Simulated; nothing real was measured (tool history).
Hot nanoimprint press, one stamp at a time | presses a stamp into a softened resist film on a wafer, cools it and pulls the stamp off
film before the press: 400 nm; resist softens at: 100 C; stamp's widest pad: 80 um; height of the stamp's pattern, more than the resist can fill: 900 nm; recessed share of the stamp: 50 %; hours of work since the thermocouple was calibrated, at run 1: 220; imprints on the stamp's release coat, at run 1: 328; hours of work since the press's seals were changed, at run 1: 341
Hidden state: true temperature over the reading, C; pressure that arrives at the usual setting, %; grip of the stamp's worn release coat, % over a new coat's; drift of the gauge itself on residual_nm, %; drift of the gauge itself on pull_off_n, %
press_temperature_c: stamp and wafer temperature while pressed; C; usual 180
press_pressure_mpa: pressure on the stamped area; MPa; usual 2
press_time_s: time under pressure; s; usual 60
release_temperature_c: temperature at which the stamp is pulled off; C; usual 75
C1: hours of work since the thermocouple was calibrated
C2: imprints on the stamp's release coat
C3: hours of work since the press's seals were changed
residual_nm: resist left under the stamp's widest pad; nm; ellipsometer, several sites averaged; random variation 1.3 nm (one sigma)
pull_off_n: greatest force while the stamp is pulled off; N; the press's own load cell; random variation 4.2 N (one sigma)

run 1 day=0 | press_temperature_c=180 press_pressure_mpa=2 press_time_s=60 release_temperature_c=75 | C1=220 C2=328 C3=341 | residual_nm=194.8 pull_off_n=207
run 2 day=0.383 | press_temperature_c=180 press_pressure_mpa=2 press_time_s=60 release_temperature_c=75 | C1=226 C2=347 C3=347 | residual_nm=191.8 pull_off_n=202
run 3 day=1.008 | press_temperature_c=180 press_pressure_mpa=2 press_time_s=60 release_temperature_c=75 | C1=235 C2=377 C3=356 | residual_nm=194.5 pull_off_n=208
run 4 day=1.775 | press_temperature_c=180 press_pressure_mpa=2 press_time_s=60 release_temperature_c=75 | C1=247 C2=415 C3=368 | residual_nm=192.7 pull_off_n=205
run 5 day=2.212 | press_temperature_c=186 press_pressure_mpa=2 press_time_s=60 release_temperature_c=75 | C1=253 C2=437 C3=374 | residual_nm=152.4 pull_off_n=203
run 6 day=2.929 | press_temperature_c=180 press_pressure_mpa=2.47 press_time_s=60 release_temperature_c=75 | C1=264 C2=472 C3=385 | residual_nm=176.7 pull_off_n=209
run 7 day=3.625 | press_temperature_c=183 press_pressure_mpa=1.8 press_time_s=78 release_temperature_c=67 | C1=274 C2=507 C3=395 | residual_nm=163.2 pull_off_n=213
run 8 day=4.196 | press_temperature_c=183 press_pressure_mpa=1.8 press_time_s=78 release_temperature_c=67 | C1=282 C2=535 C3=403 | residual_nm=161.2 pull_off_n=222
run 9 day=4.858 | press_temperature_c=177 press_pressure_mpa=1.49 press_time_s=60 release_temperature_c=75 | C1=292 C2=568 C3=413 | residual_nm=245.6 pull_off_n=206
run 10 day=5.492 | press_temperature_c=177 press_pressure_mpa=1.49 press_time_s=71 release_temperature_c=78 | C1=301 C2=599 C3=422 | residual_nm=232.2 pull_off_n=198

5 ways to go on from here, each from the tool as it stands after run 10. What would each give?
run A day=6.008 | press_temperature_c=180 press_pressure_mpa=2 press_time_s=53 release_temperature_c=75 | C1=309 C2=625 C3=430 | residual_nm=? pull_off_n=?
run B day=6.008 | press_temperature_c=177 press_pressure_mpa=1.49 press_time_s=86 release_temperature_c=78 | C1=309 C2=625 C3=430 | residual_nm=? pull_off_n=?
run C day=6.008 | press_temperature_c=180 press_pressure_mpa=2.67 press_time_s=71 release_temperature_c=80 | C1=309 C2=625 C3=430 | residual_nm=? pull_off_n=?
run D day=6.008 | press_temperature_c=184 press_pressure_mpa=2 press_time_s=60 release_temperature_c=75 | C1=309 C2=625 C3=430 | residual_nm=? pull_off_n=?
run E day=6.008 | press_temperature_c=189 press_pressure_mpa=1.65 press_time_s=35 release_temperature_c=78 | C1=309 C2=625 C3=430 | residual_nm=? pull_off_n=?

run=A residual_nm=202.5 pull_off_n=203
run=B residual_nm=218.3 pull_off_n=199
run=C residual_nm=157.8 pull_off_n=193
run=D residual_nm=166.5 pull_off_n=207
run=E residual_nm=181 pull_off_n=200
Without the tool's hidden state the same runs would have given:
run=A residual_nm=202.7 pull_off_n=202
run=B residual_nm=218.6 pull_off_n=198
run=C residual_nm=158 pull_off_n=192
run=D residual_nm=166.7 pull_off_n=206
run=E residual_nm=181.2 pull_off_n=200
